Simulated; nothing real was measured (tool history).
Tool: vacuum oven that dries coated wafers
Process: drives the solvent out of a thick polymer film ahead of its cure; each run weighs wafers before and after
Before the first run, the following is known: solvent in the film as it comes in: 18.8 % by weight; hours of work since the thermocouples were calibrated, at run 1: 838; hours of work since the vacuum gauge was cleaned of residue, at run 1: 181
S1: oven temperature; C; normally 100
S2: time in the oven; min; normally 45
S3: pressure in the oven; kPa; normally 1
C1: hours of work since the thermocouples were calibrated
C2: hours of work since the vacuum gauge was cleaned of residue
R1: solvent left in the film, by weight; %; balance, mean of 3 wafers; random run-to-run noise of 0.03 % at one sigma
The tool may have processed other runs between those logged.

run 1 hour=0 | S1=100 S2=45 S3=1 | C1=838 C2=181 | R1=3.64
run 2 hour=16.4 | S1=100 S2=45 S3=1 | C1=847 C2=190 | R1=3.64
run 3 hour=27.7 | S1=88 S2=45 S3=1 | C1=854 C2=197 | R1=6.91
run 4 hour=42.9 | S1=88 S2=45 S3=1 | C1=862 C2=205 | R1=6.93
run 5 hour=52.8 | S1=88 S2=45 S3=1 | C1=867 C2=210 | R1=6.91
run 6 hour=62.6 | S1=88 S2=45 S3=1 | C1=873 C2=216 | R1=6.9
run 7 hour=76.3 | S1=100 S2=59 S3=1 | C1=880 C2=223 | R1=2.44
run 8 hour=86.5 | S1=112 S2=45 S3=1 | C1=886 C2=229 | R1=1.32
run 9 hour=96.8 | S1=100 S2=45 S3=1 | C1=892 C2=235 | R1=3.65
run 10 hour=108 | S1=100 S2=45 S3=1 | C1=898 C2=241 | R1=3.61
run 11 hour=119 | S1=100 S2=42 S3=1 | C1=904 C2=247 | R1=3.99
run 12 hour=131 | S1=100 S2=42 S3=1 | C1=911 C2=253 | R1=3.98
run 13 hour=139.5 | S1=100 S2=42 S3=1 | C1=915 C2=258 | R1=3.91
run 14 hour=154.9 | S1=100 S2=71 S3=1 | C1=924 C2=267 | R1=1.71
run 15 hour=162.3 | S1=100 S2=71 S3=1 | C1=928 C2=271 | R1=1.74
run 16 hour=178.4 | S1=100 S2=71 S3=1 | C1=937 C2=279 | R1=1.72

Expected results for the next run?
run 17 hour=190.8 | S1=100 S2=71 S3=1 | C1=943 C2=286 | R1=?

{"run 17": {"R1": 1.72}}
Without the tool's hidden state the same run would have given R1 1.9 %.
